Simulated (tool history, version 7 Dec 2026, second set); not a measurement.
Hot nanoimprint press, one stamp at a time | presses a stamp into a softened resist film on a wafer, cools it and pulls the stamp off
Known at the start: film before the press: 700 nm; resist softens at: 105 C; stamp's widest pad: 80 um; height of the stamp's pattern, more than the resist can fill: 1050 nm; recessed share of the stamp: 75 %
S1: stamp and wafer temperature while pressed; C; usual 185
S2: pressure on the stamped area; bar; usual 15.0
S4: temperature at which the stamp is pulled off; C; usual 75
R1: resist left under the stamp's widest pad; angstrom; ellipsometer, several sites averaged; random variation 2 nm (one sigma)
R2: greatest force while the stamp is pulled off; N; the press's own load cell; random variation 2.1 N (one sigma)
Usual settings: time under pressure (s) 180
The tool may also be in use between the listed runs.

{"run": 1, "hour": 0.0, "S1": 185, "S2": 15.0, "time under pressure (s)": 180, "S4": 75, "R1": 3158, "R2": 90}
{"run": 2, "hour": 51.6, "S1": 185, "S2": 15.0, "time under pressure (s)": 180, "S4": 75, "R1": 3130, "R2": 92}
{"hour": 90.2, "done": "stamp cleaned and given a new release coat"}
{"run": 3, "hour": 108.6, "S1": 185, "S2": 15.0, "time under pressure (s)": 180, "S4": 75, "R1": 3142, "R2": 92}
{"run": 4, "hour": 151.9, "S1": 185, "S2": 15.0, "time under pressure (s)": 180, "S4": 75, "R1": 3150, "R2": 90}
{"run": 5, "hour": 215.8, "S1": 185, "S2": 15.0, "time under pressure (s)": 180, "S4": 75, "R1": 3175, "R2": 96}
{"run": 6, "hour": 267.4, "S1": 185, "S2": 15.0, "time under pressure (s)": 297, "S4": 75, "R1": 2642, "R2": 91}
{"run": 7, "hour": 319.7, "S1": 185, "S2": 15.0, "time under pressure (s)": 297, "S4": 75, "R1": 2622, "R2": 95}
{"run": 8, "hour": 362.3, "S1": 185, "S2": 15.0, "time under pressure (s)": 297, "S4": 75, "R1": 2644, "R2": 94}
{"run": 9, "hour": 412.6, "S1": 185, "S2": 15.0, "time under pressure (s)": 297, "S4": 64, "R1": 2632, "R2": 118}
{"run": 10, "hour": 445.1, "S1": 184, "S2": 19.0, "time under pressure (s)": 333, "S4": 62, "R1": 2314, "R2": 118}
{"run": 11, "hour": 477.4, "S1": 184, "S2": 19.0, "time under pressure (s)": 333, "S4": 62, "R1": 2305, "R2": 119}
{"run": 12, "hour": 539.7, "S1": 184, "S2": 19.0, "time under pressure (s)": 333, "S4": 62, "R1": 2303, "R2": 123}
{"run": 13, "hour": 610.3, "S1": 184, "S2": 16.2, "time under pressure (s)": 333, "S4": 62, "R1": 2524, "R2": 117}
{"run": 14, "hour": 666.9, "S1": 188, "S2": 15.0, "time under pressure (s)": 180, "S4": 75, "R1": 2780, "R2": 95}
{"run": 15, "hour": 710.6, "S1": 188, "S2": 12.2, "time under pressure (s)": 256, "S4": 75, "R1": 2739, "R2": 91}
{"run": 16, "hour": 742.1, "S1": 188, "S2": 22.8, "time under pressure (s)": 256, "S4": 77, "R1": 1918, "R2": 89}

4 ways to go on from here, each from the tool as it stands after run 16. What would each give?
{"run": "A", "hour": 793.8, "S1": 188, "S2": 22.8, "time under pressure (s)": 196, "S4": 77, "R1": "?", "R2": "?"}
{"run": "B", "hour": 793.8, "S1": 179, "S2": 22.8, "time under pressure (s)": 256, "S4": 77, "R1": "?", "R2": "?"}
{"run": "C", "hour": 793.8, "S1": 179, "S2": 15.0, "time under pressure (s)": 180, "S4": 75, "R1": "?", "R2": "?"}
{"run": "D", "hour": 793.8, "S1": 190, "S2": 22.8, "time under pressure (s)": 256, "S4": 77, "R1": "?", "R2": "?"}

run=A R1=2168 R2=90
run=B R1=2932 R2=88
run=C R1=4015 R2=90
run=D R1=1754 R2=91
Without the tool's hidden state the same runs would have given:
run=A R1=2168 R2=90
run=B R1=2933 R2=87
run=C R1=4018 R2=89
run=D R1=1754 R2=90
